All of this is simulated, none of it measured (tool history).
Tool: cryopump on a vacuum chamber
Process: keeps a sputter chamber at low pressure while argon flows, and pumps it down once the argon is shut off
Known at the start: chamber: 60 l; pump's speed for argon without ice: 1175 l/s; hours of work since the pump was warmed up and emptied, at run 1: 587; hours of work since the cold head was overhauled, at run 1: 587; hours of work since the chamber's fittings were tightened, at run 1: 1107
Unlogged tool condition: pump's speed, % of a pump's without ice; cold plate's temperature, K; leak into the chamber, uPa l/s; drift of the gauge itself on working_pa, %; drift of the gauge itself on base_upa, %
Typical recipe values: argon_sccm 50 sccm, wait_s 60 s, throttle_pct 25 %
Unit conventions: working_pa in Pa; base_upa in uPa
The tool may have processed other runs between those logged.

run,hour,argon_sccm,wait_s,throttle_pct,hours of work since the pump was warmed up and emptied,hours of work since the cold head was overhauled,hours of work since the chamber's fittings were tightened,working_pa,base_upa
1,0,50,60,25,587,587,1107,0.3018,1.84
2,50,50,60,25,611,611,1131,0.304,1.79
3,101,50,165,25,635,635,1155,0.3033,1
4,137,50,27,25,653,653,1173,0.3041,3.41
5,177.4,50,27,25,672,672,1192,0.3061,3.42
6,204.6,50,27,25,685,685,1205,0.3041,3.47
7,259.3,50,27,25,711,711,1232,0.3059,3.6
8,292.7,50,27,25,727,727,1248,0.3045,3.46
9,337.1,50,27,25,749,749,1269,0.3056,3.54
10,400.2,50,65,25,779,779,1299,0.3056,1.8
11,432.1,50,72,25,795,795,1315,0.3072,1.67
12,485.7,31,66,19,820,820,1340,0.2454,1.75
13,518.1,50,284,31,836,836,1356,0.2539,0.91
14,578.6,36,284,26,865,865,1385,0.2146,0.9
15,640.5,70,64,47,895,895,1415,0.2463,1.87
16,695.4,70,60,25,921,921,1441,0.4391,1.99
17,733.4,50,236,25,940,940,1460,0.3142,0.97
18,788.9,56,236,21,966,966,1486,0.4132,0.99
19,835.7,35,32,25,989,989,1509,0.2207,3.11
20,892.2,35,183,25,1016,1016,1536,0.2204,1.17
21,946,45,91,34,1042,1042,1562,0.2184,1.6

Below are 4 alternative next runs, each starting from the tool's condition after run 21. Predict each:
A,977.6,50,120,25,1057,1057,1577,?,?
B,977.6,59,60,25,1057,1057,1577,?,?
C,977.6,53,57,25,1057,1057,1577,?,?
D,977.6,85,57,56,1057,1057,1577,?,?

run,working_pa,base_upa
A,0.32,1.4
B,0.3733,1.99
C,0.3369,2.05
D,0.2676,2.08
Without the tool's hidden state the same runs would have given:
run,working_pa,base_upa
A,0.2901,0.95
B,0.3383,1.55
C,0.3055,1.6
D,0.2173,1.63
